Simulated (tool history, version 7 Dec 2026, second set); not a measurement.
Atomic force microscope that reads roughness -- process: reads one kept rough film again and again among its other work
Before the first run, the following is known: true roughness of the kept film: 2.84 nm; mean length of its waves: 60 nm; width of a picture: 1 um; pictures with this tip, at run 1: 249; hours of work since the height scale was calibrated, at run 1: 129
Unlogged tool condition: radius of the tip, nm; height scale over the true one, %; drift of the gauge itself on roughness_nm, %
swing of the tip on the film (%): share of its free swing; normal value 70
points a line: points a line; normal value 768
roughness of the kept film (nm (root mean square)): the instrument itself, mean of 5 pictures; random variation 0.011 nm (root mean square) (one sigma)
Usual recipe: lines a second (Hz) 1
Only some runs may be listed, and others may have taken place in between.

run   hour  lines a second (Hz)  swing of the tip on the film (%)  points a line  pictures with this tip  hours of work since the height scale was calibrated  roughness of the kept film (nm (root mean square))
  1      0                    1                                70            768                     249                                                  129                                               2.542
      53.7  -- new tip fitted
  2   58.1                 2.31                                70            768                       8                                                  163                                               2.564
  3   85.4                    1                                70            768                      60                                                  179                                               2.632
  4  139.7                    1                                70            768                     165                                                  211                                               2.564
  5  170.6                    1                                70            768                     224                                                  230                                               2.535
     234.9  -- new tip fitted
  6  234.9                    1                                70            288                       0                                                  267                                               2.649
  7  288.1                    1                                70            288                     102                                                  298                                               2.582
  8  347.6                    1                                70            465                     216                                                  333                                               2.545
  9  378.2                    1                                70            768                     275                                                  352                                               2.519
 10  405.4                    1                                70            768                     327                                                  368                                               2.489
     414.8  -- new tip fitted
 11  466.3                    1                                70            768                      99                                                  403                                               2.616
 12  493.4                    1                                70            768                     151                                                  419                                               2.604
 13  524.2                    1                                70            452                     210                                                  437                                               2.549
 14  583.5                    1                                83            768                     324                                                  472                                               2.449
     595.2  -- new tip fitted
 15  628.3                    1                                83            768                      63                                                  498                                               2.578
 16  661.6                    1                                70            900                     127                                                  518                                               2.615
 17  724.6                    1                                70            768                     248                                                  555                                                2.57
     778.4  -- new tip fitted
 18  778.4                    1                                70            768                       0                                                  586                                               2.675
 19  831.2                 0.72                                70            470                     101                                                  617                                               2.646

Expected results for the next run?
 20  859.5                 0.72                                70            470                     155                                                  634                                                   ?

{"run 20": {"roughness of the kept film (nm (root mean square))": 2.618}}
With the hidden condition absent and the run-to-run variation left alone, this run would have shown roughness of the kept film (nm (root mean square)) 2.686.
